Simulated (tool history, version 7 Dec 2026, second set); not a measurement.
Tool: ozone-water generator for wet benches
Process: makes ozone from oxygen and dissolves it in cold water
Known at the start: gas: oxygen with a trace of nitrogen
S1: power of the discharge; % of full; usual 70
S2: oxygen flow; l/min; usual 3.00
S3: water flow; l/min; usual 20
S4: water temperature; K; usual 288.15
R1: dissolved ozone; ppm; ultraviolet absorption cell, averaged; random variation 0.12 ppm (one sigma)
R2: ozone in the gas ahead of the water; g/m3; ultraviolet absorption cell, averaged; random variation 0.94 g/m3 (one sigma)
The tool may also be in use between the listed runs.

run,hour,S1,S2,S3,S4,R1,R2
1,0.0,70,3.00,20,288.15,9.7,155.5
2,27.5,70,3.00,20,288.15,9.7,154.7
3,42.8,70,3.00,20,288.15,9.6,157.6
4,57.7,70,3.75,20,288.15,10.1,142.2
5,80.3,70,3.75,20,288.15,10.2,140.8
6,106.3,70,3.75,20,288.15,10.2,141.0
7,127.0,68,3.00,20,288.15,9.4,152.5

Forecast run 8:
8,149.8,68,3.00,20,288.15,?,?

Run 8 gave R1 9.4 ppm, R2 152.0 g/m3.
Without the tool's hidden state the same run would have given R1 10.2 ppm, R2 156.0 g/m3.

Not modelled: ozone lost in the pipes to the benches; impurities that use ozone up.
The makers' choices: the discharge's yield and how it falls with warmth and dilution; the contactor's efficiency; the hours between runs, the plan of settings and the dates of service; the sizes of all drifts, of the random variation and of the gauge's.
